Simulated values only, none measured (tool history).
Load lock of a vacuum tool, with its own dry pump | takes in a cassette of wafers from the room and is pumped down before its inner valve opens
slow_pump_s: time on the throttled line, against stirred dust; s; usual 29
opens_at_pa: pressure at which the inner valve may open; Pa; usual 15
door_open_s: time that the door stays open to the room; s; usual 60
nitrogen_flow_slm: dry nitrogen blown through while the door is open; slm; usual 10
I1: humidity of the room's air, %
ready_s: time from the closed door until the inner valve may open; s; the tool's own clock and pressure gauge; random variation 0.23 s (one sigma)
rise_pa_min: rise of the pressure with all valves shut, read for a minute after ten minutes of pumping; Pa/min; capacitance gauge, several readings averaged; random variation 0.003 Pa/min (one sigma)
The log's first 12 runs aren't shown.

Run 13, hour 2924.6: usual settings but door_open_s 139 s; I1 47.2. Result: ready_s 42.5 s, rise_pa_min 0.154 Pa/min.
Run 14, hour 3154.8: usual settings; I1 45.9. Result: ready_s 42.7 s, rise_pa_min 0.113 Pa/min.
Run 15, hour 3443.7: usual settings; I1 46.5. Result: ready_s 43.2 s, rise_pa_min 0.11 Pa/min.
Run 16, hour 3656.7: usual settings; I1 48.9. Result: ready_s 42.5 s, rise_pa_min 0.115 Pa/min.
Run 17, hour 3947.8: usual settings but door_open_s 148 s; I1 45.7. Result: ready_s 42.3 s, rise_pa_min 0.152 Pa/min.
Run 18, hour 4107.4: usual settings but door_open_s 148 s; I1 48. Result: ready_s 42.8 s, rise_pa_min 0.164 Pa/min.
Run 19, hour 4451.8: usual settings but slow_pump_s 48 s, opens_at_pa 18 Pa, door_open_s 29 s, nitrogen_flow_slm 21 slm; I1 46.2. Result: ready_s 58.4 s, rise_pa_min 0.087 Pa/min.
Run 20, hour 4790.1: usual settings but slow_pump_s 48 s, opens_at_pa 18 Pa, door_open_s 29 s, nitrogen_flow_slm 21 slm; I1 47.7. Result: ready_s 58.3 s, rise_pa_min 0.09 Pa/min.
Run 21, hour 5060.3: usual settings but slow_pump_s 48 s, opens_at_pa 18 Pa, door_open_s 29 s, nitrogen_flow_slm 21 slm; I1 44.5. Result: ready_s 58.7 s, rise_pa_min 0.094 Pa/min.
Run 22, hour 5357.8: usual settings but opens_at_pa 17 Pa, nitrogen_flow_slm 6 slm; I1 44.6. Result: ready_s 42.2 s, rise_pa_min 0.131 Pa/min.
Run 23, hour 5566.9: usual settings but door_open_s 112 s, nitrogen_flow_slm 6 slm; I1 44.2. Result: ready_s 43.1 s, rise_pa_min 0.165 Pa/min.
At hour 5717.1: dry pump taken out, an overhauled one fitted.
Run 24, hour 5879.7: usual settings but opens_at_pa 12 Pa, nitrogen_flow_slm 22 slm; I1 41.1. Result: ready_s 41.6 s, rise_pa_min 0.111 Pa/min.
Run 25, hour 6062.2: usual settings but door_open_s 121 s, nitrogen_flow_slm 13 slm; I1 45.7. Result: ready_s 40.5 s, rise_pa_min 0.147 Pa/min.
Run 26, hour 6284.6: usual settings but slow_pump_s 17 s, opens_at_pa 19 Pa, door_open_s 55 s, nitrogen_flow_slm 32 slm; I1 43. Result: ready_s 30.4 s, rise_pa_min 0.103 Pa/min.
Run 27, hour 6427.4: usual settings but slow_pump_s 17 s, opens_at_pa 19 Pa, door_open_s 55 s, nitrogen_flow_slm 32 slm; I1 43.3. Result: ready_s 30.3 s, rise_pa_min 0.103 Pa/min.
Run 28, hour 6574.1: usual settings but opens_at_pa 20 Pa, door_open_s 61 s, nitrogen_flow_slm 7 slm; I1 42.6. Result: ready_s 40.8 s, rise_pa_min 0.142 Pa/min.
Run 29, hour 6716.8: usual settings but opens_at_pa 20 Pa, door_open_s 61 s, nitrogen_flow_slm 7 slm; I1 45.7. Result: ready_s 40.9 s, rise_pa_min 0.148 Pa/min.
Run 30, hour 7012.5: usual settings but opens_at_pa 20 Pa, door_open_s 61 s, nitrogen_flow_slm 7 slm; I1 44.5. Result: ready_s 40.4 s, rise_pa_min 0.141 Pa/min.
Run 31, hour 7202.6: usual settings but opens_at_pa 20 Pa, door_open_s 61 s, nitrogen_flow_slm 7 slm; I1 48.1. Result: ready_s 40.7 s, rise_pa_min 0.146 Pa/min.
Run 32, hour 7470.7: usual settings but slow_pump_s 15 s, opens_at_pa 27 Pa, door_open_s 40 s, nitrogen_flow_slm 31 slm; I1 44.1. Result: ready_s 27.8 s, rise_pa_min 0.112 Pa/min.
Run 33, hour 7696.9: usual settings but slow_pump_s 15 s, opens_at_pa 27 Pa, door_open_s 34 s, nitrogen_flow_slm 16 slm; I1 43.8. Result: ready_s 27.7 s, rise_pa_min 0.12 Pa/min.
Run 34, hour 7906.4: usual settings but opens_at_pa 12 Pa, door_open_s 54 s; I1 41.1. Result: ready_s 41.8 s, rise_pa_min 0.146 Pa/min.
Run 35, hour 8200.5: usual settings but opens_at_pa 12 Pa, door_open_s 54 s; I1 45.1. Result: ready_s 41.4 s, rise_pa_min 0.145 Pa/min.
Run 36, hour 8490: usual settings but opens_at_pa 12 Pa, door_open_s 54 s, nitrogen_flow_slm 4 slm; I1 43.3. Result: ready_s 42 s, rise_pa_min 0.159 Pa/min.

Forecast each of these 4 alternatives for the next run:
Run A, hour 8738.4: usual settings but opens_at_pa 16 Pa, door_open_s 32 s; I1 45.8. Result: ready_s ?, rise_pa_min ?.
Run B, hour 8738.4: usual settings but opens_at_pa 11 Pa; I1 42.5. Result: ready_s ?, rise_pa_min ?.
Run C, hour 8738.4: usual settings but slow_pump_s 19 s; I1 46.3. Result: ready_s ?, rise_pa_min ?.
Run D, hour 8738.4: usual settings but slow_pump_s 17 s, opens_at_pa 12 Pa, door_open_s 41 s, nitrogen_flow_slm 27 slm; I1 41.8. Result: ready_s ?, rise_pa_min ?.

run  ready_s  rise_pa_min
  A     41.4        0.128
  B       42        0.148
  C     32.3        0.146
  D     31.4        0.121
Without the tool's hidden state the same runs would have given:
run  ready_s  rise_pa_min
  A     41.1        0.029
  B     41.7        0.048
  C       32        0.049
  D     31.1        0.021
